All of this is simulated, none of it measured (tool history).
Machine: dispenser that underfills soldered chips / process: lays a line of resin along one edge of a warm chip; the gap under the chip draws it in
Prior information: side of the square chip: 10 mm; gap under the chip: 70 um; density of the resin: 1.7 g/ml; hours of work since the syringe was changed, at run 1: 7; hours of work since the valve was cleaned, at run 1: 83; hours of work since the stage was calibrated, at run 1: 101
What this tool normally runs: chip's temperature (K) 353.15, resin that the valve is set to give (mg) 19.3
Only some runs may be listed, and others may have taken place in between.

| run | hour | chip's temperature (K) | resin that the valve is set to give (mg) | hours of work since the syringe was changed | hours of work since the valve was cleaned | hours of work since the stage was calibrated | time until the resin shows at the far edge (s) | resin that the valve gave (mg) |
|---|---|---|---|---|---|---|---|---|
| 1 | 0.0 | 353.15 | 19.3 | 7 | 83 | 101 | 46.0 | 18.66 |
|  | 4.0 | new syringe of resin |
| 2 | 7.6 | 353.15 | 19.3 | 2 | 88 | 106 | 37.2 | 18.71 |
| 3 | 15.3 | 353.15 | 16.6 | 7 | 93 | 111 | 49.1 | 15.99 |
|  | 18.3 | new syringe of resin |
| 4 | 23.6 | 353.15 | 16.6 | 3 | 98 | 116 | 40.0 | 16.02 |
| 5 | 29.7 | 353.15 | 16.6 | 7 | 102 | 120 | 50.1 | 15.96 |
|  | 32.5 | new syringe of resin |
| 6 | 34.9 | 353.15 | 20.5 | 2 | 105 | 123 | 36.0 | 19.72 |
| 7 | 41.7 | 353.15 | 20.5 | 6 | 109 | 128 | 45.8 | 19.74 |
|  | 46.8 | new syringe of resin |
| 8 | 48.4 | 353.15 | 20.5 | 1 | 113 | 132 | 36.2 | 19.67 |
|  | 50.0 | dispensing valve cleaned and set on the balance |
| 9 | 57.9 | 353.15 | 20.5 | 7 | 5 | 137 | 47.5 | 20.45 |
|  | 62.1 | new syringe of resin |
| 10 | 64.1 | 353.15 | 20.5 | 1 | 9 | 141 | 35.5 | 20.25 |
| 11 | 70.4 | 353.15 | 20.5 | 5 | 13 | 145 | 43.0 | 20.41 |
| 12 | 75.7 | 353.15 | 20.5 | 9 | 16 | 149 | 51.2 | 20.37 |
|  | 76.5 | new syringe of resin |
| 13 | 83.8 | 353.15 | 23.7 | 5 | 21 | 154 | 43.6 | 23.53 |
|  | 91.1 | new syringe of resin |
| 14 | 92.0 | 353.15 | 23.7 | 1 | 26 | 159 | 34.0 | 23.44 |
| 15 | 100.0 | 353.15 | 19.3 | 6 | 32 | 164 | 43.6 | 19.10 |
| 16 | 104.3 | 353.15 | 19.3 | 9 | 34 | 167 | 49.8 | 18.92 |
|  | 105.4 | new syringe of resin |
| 17 | 109.8 | 353.15 | 19.3 | 3 | 38 | 170 | 37.7 | 18.90 |
| 18 | 113.4 | 353.15 | 19.3 | 5 | 40 | 172 | 42.9 | 18.95 |
| 19 | 118.2 | 353.15 | 19.3 | 8 | 43 | 175 | 49.7 | 18.92 |
|  | 119.9 | new syringe of resin |
| 20 | 125.0 | 339.15 | 19.0 | 3 | 47 | 179 | 59.8 | 18.62 |
| 21 | 129.4 | 361.15 | 19.3 | 6 | 50 | 182 | 35.3 | 18.93 |
|  | 134.2 | new syringe of resin |
| 22 | 136.5 | 346.15 | 19.3 | 2 | 54 | 187 | 44.9 | 18.85 |
| 23 | 143.6 | 340.15 | 23.8 | 6 | 59 | 191 | 66.4 | 23.26 |
|  | 148.7 | new syringe of resin |
| 24 | 151.1 | 357.15 | 22.0 | 2 | 64 | 196 | 32.2 | 21.34 |
| 25 | 156.0 | 345.15 | 18.2 | 5 | 67 | 199 | 55.1 | 17.75 |
|  | 163.4 | new syringe of resin |
| 26 | 163.4 | 345.15 | 18.2 | 0 | 71 | 204 | 43.0 | 17.61 |
| 27 | 170.8 | 341.15 | 19.8 | 5 | 76 | 208 | 63.2 | 19.13 |
| 28 | 174.4 | 339.15 | 21.0 | 7 | 78 | 211 | 74.4 | 20.33 |
|  | 177.8 | new syringe of resin |
| 29 | 178.4 | 342.15 | 25.0 | 0 | 81 | 213 | 46.9 | 24.24 |
| 30 | 182.1 | 367.15 | 16.8 | 3 | 83 | 215 | 25.4 | 16.19 |
| 31 | 189.4 | 356.15 | 16.8 | 7 | 88 | 220 | 45.9 | 16.32 |
|  | 192.3 | new syringe of resin |
| 32 | 194.8 | 356.15 | 16.8 | 2 | 91 | 223 | 35.2 | 16.21 |
| 33 | 198.5 | 362.15 | 19.3 | 4 | 94 | 226 | 32.1 | 18.57 |
|  | 206.8 | new syringe of resin |
| 34 | 206.8 | 362.15 | 19.3 | 0 | 99 | 231 | 25.0 | 18.44 |
| 35 | 212.9 | 365.15 | 22.4 | 4 | 103 | 235 | 27.6 | 21.52 |

Results for each run, recomputed without the tool's hidden state and with each run's random variation untouched:
Hidden state present: resin's viscosity, % of fresh resin's; dose that the valve gives, % of what is set; true chip temperature over the reading, C; drift of the gauge itself on fill_s, %; drift of the gauge itself on given_mg, %.
| run | time until the resin shows at the far edge (s) | resin that the valve gave (mg) |
|---|---|---|
| 1 | 32.6 | 19.24 |
| 2 | 32.3 | 19.33 |
| 3 | 33.3 | 16.55 |
| 4 | 32.5 | 16.62 |
| 5 | 33.6 | 16.59 |
| 6 | 32.4 | 20.51 |
| 7 | 33.3 | 20.57 |
| 8 | 33.0 | 20.54 |
| 9 | 33.1 | 20.54 |
| 10 | 32.6 | 20.37 |
| 11 | 32.2 | 20.56 |
| 12 | 32.2 | 20.55 |
| 13 | 32.4 | 23.78 |
| 14 | 32.6 | 23.74 |
| 15 | 32.2 | 19.38 |
| 16 | 32.1 | 19.22 |
| 17 | 32.2 | 19.22 |
| 18 | 32.7 | 19.29 |
| 19 | 32.4 | 19.28 |
| 20 | 49.9 | 19.00 |
| 21 | 25.7 | 19.35 |
| 22 | 40.7 | 19.30 |
| 23 | 47.8 | 23.85 |
| 24 | 28.7 | 21.92 |
| 25 | 41.7 | 18.26 |
| 26 | 41.5 | 18.15 |
| 27 | 48.2 | 19.75 |
| 28 | 50.7 | 21.01 |
| 29 | 44.6 | 25.07 |
| 30 | 21.4 | 16.76 |
| 31 | 30.2 | 16.93 |
| 32 | 31.0 | 16.85 |
| 33 | 25.1 | 19.31 |
| 34 | 24.2 | 19.21 |
| 35 | 22.0 | 22.46 |

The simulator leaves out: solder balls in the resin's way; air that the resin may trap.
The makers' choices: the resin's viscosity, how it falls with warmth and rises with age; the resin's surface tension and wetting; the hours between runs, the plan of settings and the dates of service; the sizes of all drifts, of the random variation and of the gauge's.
